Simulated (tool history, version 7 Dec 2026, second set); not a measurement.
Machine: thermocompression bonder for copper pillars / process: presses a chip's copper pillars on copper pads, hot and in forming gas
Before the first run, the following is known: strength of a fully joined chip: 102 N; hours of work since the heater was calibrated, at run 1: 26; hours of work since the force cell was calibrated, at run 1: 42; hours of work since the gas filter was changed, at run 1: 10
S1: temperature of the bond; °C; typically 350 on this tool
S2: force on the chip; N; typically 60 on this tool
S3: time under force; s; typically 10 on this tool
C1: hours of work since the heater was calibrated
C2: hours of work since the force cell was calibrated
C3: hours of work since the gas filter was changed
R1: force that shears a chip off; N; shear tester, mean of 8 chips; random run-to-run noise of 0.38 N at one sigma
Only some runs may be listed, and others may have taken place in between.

run,hour,S1,S2,S3,C1,C2,C3,R1
1,0,350,60,10,26,42,10,43.4
2,23.2,350,58,10,36,52,20,41.7
3,47.1,350,58,10,46,62,30,41.5
4,69.9,350,60,10,55,72,40,43.2
5,86.2,350,60,10,62,79,47,42.9
6,115.1,350,68,10,75,91,59,47.8
7,136.1,350,68,10,84,100,68,46.7
8,151.7,350,60,9,90,107,75,40.6
9,179.9,350,60,9,102,119,87,39
10,203.8,350,60,10,112,129,97,41.1
11,232.5,324,40,7,124,141,109,15.6
12,248.9,324,40,20,131,148,116,24.6
13,270.4,340,51,9,141,157,125,28.5
14,287.6,340,51,9,148,164,132,29.3
15,310.6,322,42,9,158,174,142,17.6
16,333,350,65,10,167,184,152,43.2
17,352.3,378,47,29,175,192,160,62.5
# hour 364.3: forming gas filter changed
18,378.9,339,60,10,186,203,6,37.2
19,408.4,371,71,24,199,215,19,78.8

Take each entry between the runs: how does the hidden state at the last listed run before it differ from the hidden state at the first listed run after it?
Between runs 17 and 18: forming gas filter changed (hour 364.3)
  true temperature of the bond over the reading, C: -0.5 -> -0.6; force that reaches the chip, % of what is set: 100.5 -> 100.6; oxide that the forming gas leaves, % of the face: 7.59 -> 0.83
  measured value less the no-hidden-state value, R1: -4.8 -> -0.2 N
